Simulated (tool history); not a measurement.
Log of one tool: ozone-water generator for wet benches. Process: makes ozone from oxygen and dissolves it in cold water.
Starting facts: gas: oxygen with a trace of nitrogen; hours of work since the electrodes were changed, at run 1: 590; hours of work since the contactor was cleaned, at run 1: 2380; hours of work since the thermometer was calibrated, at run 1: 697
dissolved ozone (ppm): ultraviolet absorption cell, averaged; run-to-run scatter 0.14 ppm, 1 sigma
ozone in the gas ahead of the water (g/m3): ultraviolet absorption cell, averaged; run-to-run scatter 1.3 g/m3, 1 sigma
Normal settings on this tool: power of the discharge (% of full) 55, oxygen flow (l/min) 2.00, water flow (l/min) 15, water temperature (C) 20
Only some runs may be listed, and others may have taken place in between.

run   hour  power of the discharge (% of full)  oxygen flow (l/min)  water flow (l/min)  water temperature (C)  hours of work since the electrodes were changed  hours of work since the contactor was cleaned  hours of work since the thermometer was calibrated  dissolved ozone (ppm)  ozone in the gas ahead of the water (g/m3)
  1    0.0                                  55                 2.00                  15                     20                                              590                                           2380                                                 697                   16.3                                       231.0
  2   27.7                                  55                 2.00                  15                     20                                              607                                           2397                                                 714                   16.1                                       230.6
  3   47.6                                  55                 2.00                  15                     20                                              620                                           2409                                                 726                   16.0                                       231.9
  4   71.0                                  55                 2.00                  15                     20                                              634                                           2424                                                 741                   16.1                                       228.5
  5   96.0                                  71                 2.00                  15                     20                                              650                                           2439                                                 756                   18.6                                       268.5
  6  121.6                                  55                 2.00                  15                     20                                              665                                           2455                                                 772                   16.1                                       230.4
  7  149.3                                  55                 2.00                  15                     20                                              682                                           2472                                                 789                   16.1                                       229.9
  8  176.3                                  55                 3.22                  15                     20                                              699                                           2489                                                 806                   16.9                                       179.2
  9  198.3                                  55                 2.00                  15                     20                                              713                                           2502                                                 819                   15.9                                       230.0
 10  226.1                                  55                 2.00                  15                     20                                              730                                           2519                                                 836                   16.0                                       230.0
 11  241.5                                  58                 1.17                  15                     20                                              739                                           2529                                                 846                   14.6                                       318.8

Expected results for the next run?
 12  261.4                                  58                 1.17                   9                     24                                              752                                           2541                                                 858                      ?                                           ?

Logged for run 12: dissolved ozone (ppm) 22.9, ozone in the gas ahead of the water (g/m3) 316.6.
Had the tool carried no hidden state, the very same run would have given dissolved ozone (ppm) 24.2, ozone in the gas ahead of the water (g/m3) 324.3.
